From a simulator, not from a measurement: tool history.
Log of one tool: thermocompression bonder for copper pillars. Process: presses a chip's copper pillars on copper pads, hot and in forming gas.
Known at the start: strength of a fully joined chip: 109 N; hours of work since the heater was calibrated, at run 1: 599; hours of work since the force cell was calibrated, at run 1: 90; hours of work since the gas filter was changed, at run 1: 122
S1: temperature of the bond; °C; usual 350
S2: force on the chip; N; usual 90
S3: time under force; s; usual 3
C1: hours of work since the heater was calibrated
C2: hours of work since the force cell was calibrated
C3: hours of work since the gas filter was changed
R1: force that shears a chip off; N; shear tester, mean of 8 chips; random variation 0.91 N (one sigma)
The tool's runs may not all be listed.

run,hour,S1,S2,S3,C1,C2,C3,R1
1,0.0,350,90,3,599,90,122,67.6
2,14.3,350,78,3,608,99,131,62.5
3,26.3,350,90,3,615,106,138,66.8
# hour 36.8: heater calibrated with a thermocouple chip
4,47.9,361,90,3,7,118,149,77.8
5,63.2,350,90,6,16,127,159,85.9
6,77.4,350,90,6,24,135,167,83.4
7,89.4,350,90,5,32,143,174,80.3
8,100.0,350,90,5,38,149,181,81.7
9,108.6,350,90,3,43,154,186,71.5
10,116.6,350,90,2,48,159,191,64.7
11,129.4,361,90,3,56,167,198,78.3
12,138.0,327,90,3,61,172,204,56.7
13,150.1,350,90,3,68,179,211,71.1
14,164.7,350,90,3,77,188,220,72.5
15,176.0,350,90,3,84,195,226,69.7
16,193.9,350,90,3,94,205,237,70.6
17,203.4,350,90,3,100,211,243,70.3
18,219.0,350,90,2,109,220,252,62.5
19,236.0,350,90,3,120,231,262,67.8
20,245.4,323,90,3,125,236,268,53.2
21,256.4,352,84,7,132,243,275,80.3
22,273.9,352,84,7,142,253,285,79.8
23,292.0,352,84,7,153,264,296,81.3
24,307.6,352,84,7,163,274,305,82.1
25,324.0,357,76,2,172,283,315,59.1
26,334.6,359,76,3,179,290,322,65.5
27,348.4,366,84,3,187,298,330,73.3
28,360.3,320,62,3,194,305,337,38.8
29,380.2,320,62,3,206,317,349,36.5
30,389.2,320,62,3,212,323,354,36.7
31,407.4,326,66,2,222,333,365,36.9
32,421.8,326,57,2,231,342,374,32.3
33,434.3,351,74,6,239,350,381,71.6
34,442.4,327,112,7,243,355,386,77.6
35,460.0,350,67,3,254,365,397,54.1
36,475.2,356,75,4,263,374,406,67.6
37,491.6,377,75,4,273,384,416,75.2
# hour 496.8: forming gas filter changed
38,502.1,377,75,4,279,390,3,87.1
39,516.4,350,132,5,288,399,12,94.9
40,527.1,368,132,2,294,405,18,91.8

Forecast each of these 4 alternatives for the next run:
A,539.7,364,116,6,302,413,26,?
B,539.7,366,131,3,302,413,26,?
C,539.7,368,132,2,302,413,26,?
D,539.7,335,60,4,302,413,26,?

run,R1
A,100.3
B,96.3
C,90.6
D,52.9
Without the tool's hidden state the same runs would have given:
run,R1
A,102.0
B,98.2
C,92.6
D,55.2

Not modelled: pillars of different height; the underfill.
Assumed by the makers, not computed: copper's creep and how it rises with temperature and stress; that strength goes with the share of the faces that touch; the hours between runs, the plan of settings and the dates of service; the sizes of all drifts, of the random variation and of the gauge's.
